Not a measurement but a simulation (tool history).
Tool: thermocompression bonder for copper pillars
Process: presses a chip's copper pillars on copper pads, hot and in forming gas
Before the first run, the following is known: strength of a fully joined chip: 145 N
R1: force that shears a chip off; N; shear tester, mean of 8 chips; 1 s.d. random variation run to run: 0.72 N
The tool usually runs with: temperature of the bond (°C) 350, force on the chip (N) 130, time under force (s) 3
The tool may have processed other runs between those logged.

run 1 hour=0 | temperature_of_the_bond_(°C)=350 force_on_the_chip_(N)=130 time_under_force_(s)=3 | R1=82.5
run 2 hour=56.5 | temperature_of_the_bond_(°C)=330 force_on_the_chip_(N)=130 time_under_force_(s)=3 | R1=69.9
run 3 hour=93.9 | temperature_of_the_bond_(°C)=350 force_on_the_chip_(N)=92 time_under_force_(s)=3 | R1=70.8
run 4 hour=145.9 | temperature_of_the_bond_(°C)=350 force_on_the_chip_(N)=92 time_under_force_(s)=4 | R1=77
run 5 hour=177.1 | temperature_of_the_bond_(°C)=349 force_on_the_chip_(N)=130 time_under_force_(s)=3 | R1=80
run 6 hour=213.4 | temperature_of_the_bond_(°C)=349 force_on_the_chip_(N)=130 time_under_force_(s)=3 | R1=79.6
-- hour=229.1 forming gas filter changed
run 7 hour=262.4 | temperature_of_the_bond_(°C)=349 force_on_the_chip_(N)=130 time_under_force_(s)=3 | R1=87.3
run 8 hour=296.1 | temperature_of_the_bond_(°C)=350 force_on_the_chip_(N)=130 time_under_force_(s)=2 | R1=78.2
run 9 hour=326 | temperature_of_the_bond_(°C)=350 force_on_the_chip_(N)=130 time_under_force_(s)=2 | R1=76.4
run 10 hour=351 | temperature_of_the_bond_(°C)=350 force_on_the_chip_(N)=130 time_under_force_(s)=2 | R1=77.2
run 11 hour=379.6 | temperature_of_the_bond_(°C)=350 force_on_the_chip_(N)=130 time_under_force_(s)=3 | R1=87
run 12 hour=426.8 | temperature_of_the_bond_(°C)=350 force_on_the_chip_(N)=130 time_under_force_(s)=3 | R1=86.4
run 13 hour=472.3 | temperature_of_the_bond_(°C)=350 force_on_the_chip_(N)=130 time_under_force_(s)=3 | R1=84.8
run 14 hour=500.6 | temperature_of_the_bond_(°C)=350 force_on_the_chip_(N)=151 time_under_force_(s)=3 | R1=90.3
-- hour=505.4 heater calibrated with a thermocouple chip
run 15 hour=542.9 | temperature_of_the_bond_(°C)=350 force_on_the_chip_(N)=130 time_under_force_(s)=3 | R1=83.1
run 16 hour=568.8 | temperature_of_the_bond_(°C)=350 force_on_the_chip_(N)=130 time_under_force_(s)=3 | R1=83
run 17 hour=612.3 | temperature_of_the_bond_(°C)=350 force_on_the_chip_(N)=189 time_under_force_(s)=3 | R1=95.8
run 18 hour=653.2 | temperature_of_the_bond_(°C)=350 force_on_the_chip_(N)=189 time_under_force_(s)=3 | R1=94.8
run 19 hour=677.5 | temperature_of_the_bond_(°C)=350 force_on_the_chip_(N)=130 time_under_force_(s)=3 | R1=80.5
run 20 hour=730.3 | temperature_of_the_bond_(°C)=366 force_on_the_chip_(N)=130 time_under_force_(s)=3 | R1=91.2
run 21 hour=769 | temperature_of_the_bond_(°C)=366 force_on_the_chip_(N)=130 time_under_force_(s)=3 | R1=90.4
-- hour=812.3 heater calibrated with a thermocouple chip, once more
run 22 hour=822.1 | temperature_of_the_bond_(°C)=373 force_on_the_chip_(N)=82 time_under_force_(s)=2 | R1=70.2
run 23 hour=878.1 | temperature_of_the_bond_(°C)=373 force_on_the_chip_(N)=82 time_under_force_(s)=2 | R1=69.2
run 24 hour=905.9 | temperature_of_the_bond_(°C)=347 force_on_the_chip_(N)=99 time_under_force_(s)=4 | R1=76.2
-- hour=927.7 forming gas filter changed
run 25 hour=948 | temperature_of_the_bond_(°C)=365 force_on_the_chip_(N)=149 time_under_force_(s)=2 | R1=92
run 26 hour=980.7 | temperature_of_the_bond_(°C)=339 force_on_the_chip_(N)=120 time_under_force_(s)=3 | R1=79.3
run 27 hour=1032.9 | temperature_of_the_bond_(°C)=329 force_on_the_chip_(N)=91 time_under_force_(s)=2 | R1=53
run 28 hour=1064.6 | temperature_of_the_bond_(°C)=357 force_on_the_chip_(N)=145 time_under_force_(s)=6 | R1=112.1
run 29 hour=1100.9 | temperature_of_the_bond_(°C)=355 force_on_the_chip_(N)=130 time_under_force_(s)=8 | R1=114
run 30 hour=1137.9 | temperature_of_the_bond_(°C)=355 force_on_the_chip_(N)=130 time_under_force_(s)=8 | R1=112.3
run 31 hour=1166.1 | temperature_of_the_bond_(°C)=350 force_on_the_chip_(N)=169 time_under_force_(s)=7 | R1=113.1
run 32 hour=1207.5 | temperature_of_the_bond_(°C)=355 force_on_the_chip_(N)=78 time_under_force_(s)=7 | R1=90.6
run 33 hour=1259.9 | temperature_of_the_bond_(°C)=352 force_on_the_chip_(N)=182 time_under_force_(s)=3 | R1=96.8
run 34 hour=1306.1 | temperature_of_the_bond_(°C)=377 force_on_the_chip_(N)=130 time_under_force_(s)=7 | R1=118.3
run 35 hour=1341.1 | temperature_of_the_bond_(°C)=360 force_on_the_chip_(N)=130 time_under_force_(s)=7 | R1=106.9
run 36 hour=1372.4 | temperature_of_the_bond_(°C)=360 force_on_the_chip_(N)=130 time_under_force_(s)=7 | R1=107.1
run 37 hour=1419.1 | temperature_of_the_bond_(°C)=358 force_on_the_chip_(N)=106 time_under_force_(s)=3 | R1=79.8
run 38 hour=1464.8 | temperature_of_the_bond_(°C)=322 force_on_the_chip_(N)=165 time_under_force_(s)=3 | R1=70.2
run 39 hour=1502.4 | temperature_of_the_bond_(°C)=322 force_on_the_chip_(N)=165 time_under_force_(s)=3 | R1=70.7
run 40 hour=1558.4 | temperature_of_the_bond_(°C)=374 force_on_the_chip_(N)=136 time_under_force_(s)=3 | R1=93.8

Below are 4 alternative next runs, each starting from the tool's condition after run 40. Predict each:
run A hour=1598.8 | temperature_of_the_bond_(°C)=355 force_on_the_chip_(N)=136 time_under_force_(s)=2 | R1=?
run B hour=1598.8 | temperature_of_the_bond_(°C)=341 force_on_the_chip_(N)=193 time_under_force_(s)=3 | R1=?
run C hour=1598.8 | temperature_of_the_bond_(°C)=345 force_on_the_chip_(N)=128 time_under_force_(s)=6 | R1=?
run D hour=1598.8 | temperature_of_the_bond_(°C)=324 force_on_the_chip_(N)=106 time_under_force_(s)=3 | R1=?

run=A R1=74.8
run=B R1=86.4
run=C R1=91.3
run=D R1=56.9
With no hidden state in the tool, these same runs would have given:
run=A R1=86
run=B R1=99
run=C R1=104.4
run=D R1=65.8
